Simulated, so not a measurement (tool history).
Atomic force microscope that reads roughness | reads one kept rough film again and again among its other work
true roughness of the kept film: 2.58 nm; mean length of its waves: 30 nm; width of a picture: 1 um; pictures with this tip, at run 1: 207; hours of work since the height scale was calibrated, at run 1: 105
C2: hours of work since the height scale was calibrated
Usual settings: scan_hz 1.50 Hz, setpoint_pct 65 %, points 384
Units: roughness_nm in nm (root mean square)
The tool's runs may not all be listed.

{"run": 1, "day": 0.0, "scan_hz": 1.5, "setpoint_pct": 65, "points": 384, "pictures with this tip": 207, "C2": 105, "roughness_nm": 1.992}
{"run": 2, "day": 1.133, "scan_hz": 1.5, "setpoint_pct": 65, "points": 384, "pictures with this tip": 254, "C2": 123, "roughness_nm": 1.929}
{"run": 3, "day": 1.792, "scan_hz": 1.5, "setpoint_pct": 65, "points": 384, "pictures with this tip": 282, "C2": 134, "roughness_nm": 1.894}
{"run": 4, "day": 2.65, "scan_hz": 1.5, "setpoint_pct": 65, "points": 384, "pictures with this tip": 318, "C2": 147, "roughness_nm": 1.87}
{"day": 3.583, "done": "new tip fitted"}
{"run": 5, "day": 3.654, "scan_hz": 0.69, "setpoint_pct": 65, "points": 384, "pictures with this tip": 3, "C2": 163, "roughness_nm": 2.277}
{"run": 6, "day": 4.542, "scan_hz": 0.69, "setpoint_pct": 65, "points": 384, "pictures with this tip": 40, "C2": 177, "roughness_nm": 2.201}
{"run": 7, "day": 5.908, "scan_hz": 2.02, "setpoint_pct": 65, "points": 384, "pictures with this tip": 97, "C2": 199, "roughness_nm": 2.041}
{"run": 8, "day": 6.808, "scan_hz": 2.02, "setpoint_pct": 65, "points": 384, "pictures with this tip": 134, "C2": 213, "roughness_nm": 1.971}
{"run": 9, "day": 7.962, "scan_hz": 1.5, "setpoint_pct": 65, "points": 384, "pictures with this tip": 182, "C2": 231, "roughness_nm": 1.985}
{"run": 10, "day": 8.662, "scan_hz": 1.5, "setpoint_pct": 65, "points": 384, "pictures with this tip": 212, "C2": 242, "roughness_nm": 1.936}
{"run": 11, "day": 9.417, "scan_hz": 1.5, "setpoint_pct": 65, "points": 375, "pictures with this tip": 243, "C2": 254, "roughness_nm": 1.907}
{"run": 12, "day": 10.3, "scan_hz": 3.07, "setpoint_pct": 65, "points": 384, "pictures with this tip": 280, "C2": 268, "roughness_nm": 1.759}
{"day": 10.408, "done": "height scale calibrated on a step standard"}
{"run": 13, "day": 10.95, "scan_hz": 0.69, "setpoint_pct": 65, "points": 384, "pictures with this tip": 305, "C2": 9, "roughness_nm": 1.931}
{"run": 14, "day": 11.825, "scan_hz": 0.69, "setpoint_pct": 65, "points": 384, "pictures with this tip": 342, "C2": 22, "roughness_nm": 1.892}
{"day": 12.146, "done": "new tip fitted"}
{"run": 15, "day": 13.033, "scan_hz": 1.5, "setpoint_pct": 65, "points": 308, "pictures with this tip": 37, "C2": 41, "roughness_nm": 2.149}
{"run": 16, "day": 14.254, "scan_hz": 1.5, "setpoint_pct": 65, "points": 264, "pictures with this tip": 88, "C2": 61, "roughness_nm": 2.091}
{"day": 15.117, "done": "height scale calibrated on a step standard, once more"}
{"run": 17, "day": 15.154, "scan_hz": 1.5, "setpoint_pct": 65, "points": 264, "pictures with this tip": 124, "C2": 1, "roughness_nm": 2.026}
{"run": 18, "day": 15.825, "scan_hz": 1.5, "setpoint_pct": 65, "points": 1012, "pictures with this tip": 152, "C2": 11, "roughness_nm": 2.051}
{"run": 19, "day": 16.758, "scan_hz": 0.94, "setpoint_pct": 65, "points": 384, "pictures with this tip": 191, "C2": 26, "roughness_nm": 2.021}
{"run": 20, "day": 18.008, "scan_hz": 0.94, "setpoint_pct": 65, "points": 384, "pictures with this tip": 243, "C2": 46, "roughness_nm": 1.974}
{"run": 21, "day": 19.108, "scan_hz": 0.94, "setpoint_pct": 65, "points": 384, "pictures with this tip": 289, "C2": 63, "roughness_nm": 1.931}
{"run": 22, "day": 19.967, "scan_hz": 0.94, "setpoint_pct": 65, "points": 384, "pictures with this tip": 325, "C2": 77, "roughness_nm": 1.891}
{"run": 23, "day": 20.538, "scan_hz": 0.94, "setpoint_pct": 74, "points": 415, "pictures with this tip": 348, "C2": 86, "roughness_nm": 1.809}
{"day": 20.654, "done": "new tip fitted"}
{"run": 24, "day": 21.438, "scan_hz": 1.5, "setpoint_pct": 89, "points": 300, "pictures with this tip": 33, "C2": 100, "roughness_nm": 1.854}
{"run": 25, "day": 22.1, "scan_hz": 1.5, "setpoint_pct": 89, "points": 300, "pictures with this tip": 61, "C2": 110, "roughness_nm": 1.81}
{"run": 26, "day": 22.854, "scan_hz": 0.72, "setpoint_pct": 65, "points": 946, "pictures with this tip": 92, "C2": 122, "roughness_nm": 2.186}
{"run": 27, "day": 23.721, "scan_hz": 1.27, "setpoint_pct": 61, "points": 429, "pictures with this tip": 128, "C2": 136, "roughness_nm": 2.109}
{"run": 28, "day": 24.571, "scan_hz": 1.27, "setpoint_pct": 82, "points": 294, "pictures with this tip": 164, "C2": 150, "roughness_nm": 1.868}
{"run": 29, "day": 25.517, "scan_hz": 0.91, "setpoint_pct": 57, "points": 286, "pictures with this tip": 203, "C2": 165, "roughness_nm": 2.057}
{"run": 30, "day": 26.675, "scan_hz": 3.6, "setpoint_pct": 60, "points": 384, "pictures with this tip": 252, "C2": 183, "roughness_nm": 1.837}
{"run": 31, "day": 27.775, "scan_hz": 0.67, "setpoint_pct": 61, "points": 378, "pictures with this tip": 298, "C2": 201, "roughness_nm": 1.978}
{"run": 32, "day": 28.358, "scan_hz": 0.67, "setpoint_pct": 61, "points": 850, "pictures with this tip": 322, "C2": 210, "roughness_nm": 1.958}
{"day": 29.146, "done": "new tip fitted"}
{"run": 33, "day": 29.3, "scan_hz": 3.2, "setpoint_pct": 57, "points": 1000, "pictures with this tip": 7, "C2": 224, "roughness_nm": 2.166}
{"run": 34, "day": 30.083, "scan_hz": 3.2, "setpoint_pct": 57, "points": 1000, "pictures with this tip": 39, "C2": 237, "roughness_nm": 2.134}
{"run": 35, "day": 30.738, "scan_hz": 1.22, "setpoint_pct": 89, "points": 825, "pictures with this tip": 67, "C2": 247, "roughness_nm": 1.901}
{"run": 36, "day": 31.579, "scan_hz": 1.5, "setpoint_pct": 64, "points": 877, "pictures with this tip": 102, "C2": 261, "roughness_nm": 2.081}
{"run": 37, "day": 32.321, "scan_hz": 2.26, "setpoint_pct": 65, "points": 657, "pictures with this tip": 133, "C2": 272, "roughness_nm": 1.979}
{"run": 38, "day": 33.329, "scan_hz": 2.26, "setpoint_pct": 65, "points": 657, "pictures with this tip": 175, "C2": 288, "roughness_nm": 1.927}
{"run": 39, "day": 34.083, "scan_hz": 1.5, "setpoint_pct": 61, "points": 358, "pictures with this tip": 206, "C2": 300, "roughness_nm": 1.979}
{"run": 40, "day": 34.788, "scan_hz": 1.04, "setpoint_pct": 73, "points": 384, "pictures with this tip": 236, "C2": 311, "roughness_nm": 1.916}
{"run": 41, "day": 35.788, "scan_hz": 2.73, "setpoint_pct": 58, "points": 384, "pictures with this tip": 277, "C2": 327, "roughness_nm": 1.86}
{"run": 42, "day": 36.55, "scan_hz": 1.5, "setpoint_pct": 84, "points": 707, "pictures with this tip": 309, "C2": 339, "roughness_nm": 1.681}
{"run": 43, "day": 37.125, "scan_hz": 1.5, "setpoint_pct": 84, "points": 707, "pictures with this tip": 333, "C2": 349, "roughness_nm": 1.643}

Some steps in roughness_nm between neighbouring runs. How much of each would the tool show without its hidden state too (settings, what came in, random variation), and how much is left for the hidden state, with any gauge scatter that isn't in both results?
The hidden state here: radius of the tip, nm; height scale over the true one, %; drift of the gauge itself on roughness_nm, %.
Run 4 -> 5: scan_hz 1.50 -> 0.69, new tip fitted. roughness_nm +0.407 nm (root mean square): hidden state +0.319, all else +0.088.
Run 14 -> 15: scan_hz 0.69 -> 1.50, points 384 -> 308, new tip fitted. roughness_nm +0.257 nm (root mean square): hidden state +0.352, all else -0.095.
Run 23 -> 24: scan_hz 0.94 -> 1.50, setpoint_pct 74 -> 89, points 415 -> 300, new tip fitted. roughness_nm +0.045 nm (root mean square): hidden state +0.346, all else -0.301.
Run 25 -> 26: scan_hz 1.50 -> 0.72, setpoint_pct 89 -> 65, points 300 -> 946. roughness_nm +0.376 nm (root mean square): hidden state -0.051, all else +0.427.
Run 32 -> 33: scan_hz 0.67 -> 3.20, setpoint_pct 61 -> 57, points 850 -> 1000, new tip fitted. roughness_nm +0.208 nm (root mean square): hidden state +0.356, all else -0.148.
